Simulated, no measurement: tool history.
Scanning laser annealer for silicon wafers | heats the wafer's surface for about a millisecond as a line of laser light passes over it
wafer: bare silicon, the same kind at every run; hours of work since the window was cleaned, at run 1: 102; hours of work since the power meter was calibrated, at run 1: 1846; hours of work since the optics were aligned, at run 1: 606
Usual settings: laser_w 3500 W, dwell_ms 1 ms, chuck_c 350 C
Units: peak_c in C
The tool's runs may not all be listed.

run	hour	laser_w	dwell_ms	chuck_c	hours of work since the window was cleaned	hours of work since the power meter was calibrated	hours of work since the optics were aligned	peak_c
1	0	3500	1	350	102	1846	606	1112
2	67	3500	1.05	350	138	1882	642	1127
3	150.5	3500	1.05	350	183	1926	686	1121
4	220.7	3500	1.05	350	220	1964	724	1118
5	276.3	3500	1.05	350	250	1993	753	1124
6	341.7	3500	1.05	350	284	2028	788	1117
7	435.9	3500	0.9	350	335	2078	838	1059
# hour 449.7: optics aligned, line set to its width
8	530.2	3500	0.9	350	382	2126	43	1053
9	612.1	3500	0.9	350	426	2169	86	1049
10	689.8	3500	1	350	467	2211	128	1073
# hour 763.1: optics aligned, line set to its width, once more
11	771.2	3500	1	389	508	2251	4	1127
12	826.9	3500	1	389	538	2281	34	1130
# hour 873.5: window over the wafer cleaned
13	885	3500	0.71	350	6	2311	64	1011
14	964.8	3500	0.71	350	49	2353	106	1013
15	1009.8	3634	0.71	350	73	2377	130	1031
16	1093.3	3500	1	343	117	2422	175	1107
17	1137.9	3500	1	343	141	2446	199	1106
18	1185.2	2990	1	350	166	2471	224	1006
19	1247.5	2990	1	350	199	2504	257	1001
20	1308.6	2990	1	350	232	2536	289	1002
21	1357.3	3107	0.75	363	258	2562	315	954
22	1436.9	3500	1	350	300	2605	358	1102
23	1503.5	3500	0.76	350	336	2640	393	1010
24	1587.4	3500	0.76	350	380	2685	438	1004
25	1667.9	3500	1	367	423	2728	481	1108
26	1758.4	3255	0.91	354	471	2776	529	1011
27	1828.6	3198	1.23	384	509	2813	566	1126
28	1882.9	3198	1.23	384	538	2842	595	1121
# hour 1930.3: window over the wafer cleaned
29	1931.9	3553	0.98	322	1	2867	620	1095
30	1981.6	3553	0.98	322	27	2894	647	1091
31	2055.2	3117	0.89	379	66	2933	686	1027
32	2113.4	3117	0.84	361	98	2964	717	989
33	2154.9	3767	1	314	120	2986	739	1131
34	2238.4	3767	1	314	164	3031	784	1124
35	2323.1	3767	1	314	209	3076	829	1115
# hour 2361.4: optics aligned, line set to its width
36	2384.9	3101	0.92	356	239	3106	12	1004
37	2432.5	3824	0.76	350	265	3131	38	1074
38	2475.7	3824	0.83	351	288	3154	61	1102
39	2562.2	3673	0.83	376	334	3200	107	1098
40	2604.5	3689	1.07	376	356	3223	129	1186

How the hidden state differs across the entries between the runs, from the last listed run before each to the first after it:
Between runs 7 and 8: optics aligned, line set to its width (hour 449.7)
  light that passes the window, % of a clean one's: 96.69 -> 96.3; laser's true power over the reading, %: -0.41 -> -0.42; width of the line over the set one, %: 2.36 -> 3.87
  measured less the result without the state, peak_c: -34 -> -42 C
Between runs 10 and 11: optics aligned, line set to its width, once more (hour 763.1)
  light that passes the window, % of a clean one's: 95.49 -> 95.07; laser's true power over the reading, %: -0.45 -> -0.46; width of the line over the set one, %: 4.09 -> 0.05
  measured less the result without the state, peak_c: -50 -> -39 C
Between runs 12 and 13: window over the wafer cleaned (hour 873.5)
  light that passes the window, % of a clean one's: 94.78 -> 99.87; width of the line over the set one, %: 0.12 -> 0.2
  measured less the result without the state, peak_c: -42 -> -4 C
Between runs 28 and 29: window over the wafer cleaned (hour 1930.3)
  light that passes the window, % of a clean one's: 94.79 -> 99.97; width of the line over the set one, %: 1.58 -> 1.64
  measured less the result without the state, peak_c: -49 -> -11 C
Between runs 35 and 36: optics aligned, line set to its width (hour 2361.4)
  light that passes the window, % of a clean one's: 97.91 -> 97.63; laser's true power over the reading, %: -0.68 -> -0.69; width of the line over the set one, %: 2.19 -> 0.11
  measured less the result without the state, peak_c: -30 -> -20 C
